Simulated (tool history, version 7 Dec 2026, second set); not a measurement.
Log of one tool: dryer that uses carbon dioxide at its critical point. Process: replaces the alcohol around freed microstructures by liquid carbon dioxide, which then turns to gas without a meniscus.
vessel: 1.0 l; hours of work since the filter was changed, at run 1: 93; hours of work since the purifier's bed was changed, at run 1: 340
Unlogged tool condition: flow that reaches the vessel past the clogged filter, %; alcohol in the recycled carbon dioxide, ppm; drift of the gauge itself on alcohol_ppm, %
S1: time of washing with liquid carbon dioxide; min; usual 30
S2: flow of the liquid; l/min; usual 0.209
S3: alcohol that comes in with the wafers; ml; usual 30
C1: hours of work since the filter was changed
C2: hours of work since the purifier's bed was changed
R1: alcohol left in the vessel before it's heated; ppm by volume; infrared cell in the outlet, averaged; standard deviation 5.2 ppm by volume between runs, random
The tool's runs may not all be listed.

Run 1, day 0: usual settings; C1 93; C2 340. Result: R1 202 ppm by volume.
Run 2, day 0.592: usual settings; C1 102; C2 349. Result: R1 199 ppm by volume.
Run 3, day 1.288: usual settings but S2 0.298 l/min; C1 113; C2 360. Result: R1 93 ppm by volume.
Run 4, day 1.858: usual settings but S3 39 ml; C1 122; C2 369. Result: R1 251 ppm by volume.
Run 5, day 2.579: usual settings but S3 39 ml; C1 133; C2 380. Result: R1 260 ppm by volume.
Run 6, day 3.167: usual settings; C1 142; C2 389. Result: R1 210 ppm by volume.
Run 7, day 3.667: usual settings; C1 150; C2 397. Result: R1 231 ppm by volume.
Run 8, day 4.458: usual settings; C1 162; C2 409. Result: R1 238 ppm by volume.
Run 9, day 5.229: usual settings; C1 174; C2 421. Result: R1 257 ppm by volume.
Run 10, day 5.762: usual settings; C1 182; C2 429. Result: R1 247 ppm by volume.
Run 11, day 6.412: usual settings but S3 93 ml; C1 192; C2 439. Result: R1 559 ppm by volume.
Run 12, day 7.083: usual settings but S3 93 ml; C1 203; C2 450. Result: R1 572 ppm by volume.
Run 13, day 7.517: usual settings but S3 93 ml; C1 209; C2 456. Result: R1 584 ppm by volume.
Run 14, day 7.917: usual settings but S3 65 ml; C1 215; C2 463. Result: R1 447 ppm by volume.
Run 15, day 8.488: usual settings but S3 65 ml; C1 224; C2 471. Result: R1 460 ppm by volume.
Run 16, day 9.05: usual settings but S1 36 min; C1 233; C2 480. Result: R1 171 ppm by volume.
Run 17, day 9.608: usual settings but S3 25 ml; C1 242; C2 489. Result: R1 257 ppm by volume.
Run 18, day 9.996: usual settings but S3 25 ml; C1 248; C2 495. Result: R1 250 ppm by volume.
Run 19, day 10.462: usual settings but S2 0.215 l/min; C1 255; C2 502. Result: R1 266 ppm by volume.
Run 20, day 11.083: usual settings but S2 0.314 l/min, S3 47 ml; C1 264; C2 511. Result: R1 142 ppm by volume.
Run 21, day 11.55: usual settings but S1 19 min, S2 0.314 l/min, S3 118 ml; C1 272; C2 519. Result: R1 1055 ppm by volume.
Run 22, day 12.054: usual settings but S1 19 min, S2 0.314 l/min, S3 118 ml; C1 279; C2 526. Result: R1 1082 ppm by volume.
Run 23, day 12.483: usual settings but S1 29 min, S2 0.314 l/min, S3 40 ml; C1 286; C2 533. Result: R1 141 ppm by volume.
Run 24, day 13.188: usual settings but S1 29 min, S2 0.155 l/min, S3 40 ml; C1 297; C2 544. Result: R1 1204 ppm by volume.
Run 25, day 13.704: usual settings but S1 43 min, S3 57 ml; C1 305; C2 552. Result: R1 174 ppm by volume.
Run 26, day 14.417: usual settings but S1 27 min, S2 0.129 l/min, S3 57 ml; C1 316; C2 563. Result: R1 3633 ppm by volume.
Run 27, day 15.138: usual settings but S1 27 min, S2 0.129 l/min, S3 57 ml; C1 327; C2 574. Result: R1 3723 ppm by volume.
Run 28, day 15.775: usual settings but S1 21 min, S2 0.29 l/min, S3 34 ml; C1 337; C2 584. Result: R1 405 ppm by volume.
Run 29, day 16.229: usual settings but S2 0.335 l/min; C1 344; C2 591. Result: R1 147 ppm by volume.
Run 30, day 16.567: usual settings but S1 38 min, S2 0.273 l/min, S3 93 ml; C1 349; C2 596. Result: R1 154 ppm by volume.
At day 17.233: purifier's bed changed.
Run 31, day 17.425: usual settings but S1 22 min, S2 0.277 l/min, S3 93 ml; C1 361; C2 3. Result: R1 827 ppm by volume.
Run 32, day 18.096: usual settings but S1 22 min, S2 0.146 l/min, S3 93 ml; C1 371; C2 13. Result: R1 7763 ppm by volume.

For each entry between runs, how does the tool's hidden state at the last listed run before it compare with that at the first listed run after it?
Run 30 -> run 31: purifier's bed changed (day 17.233)
  flow that reaches the vessel past the clogged filter, %: 84.7 -> 84.2; alcohol in the recycled carbon dioxide, ppm: 131 -> 5.7
  measured value less the no-hidden-state value, R1: +148 -> +478 ppm by volume
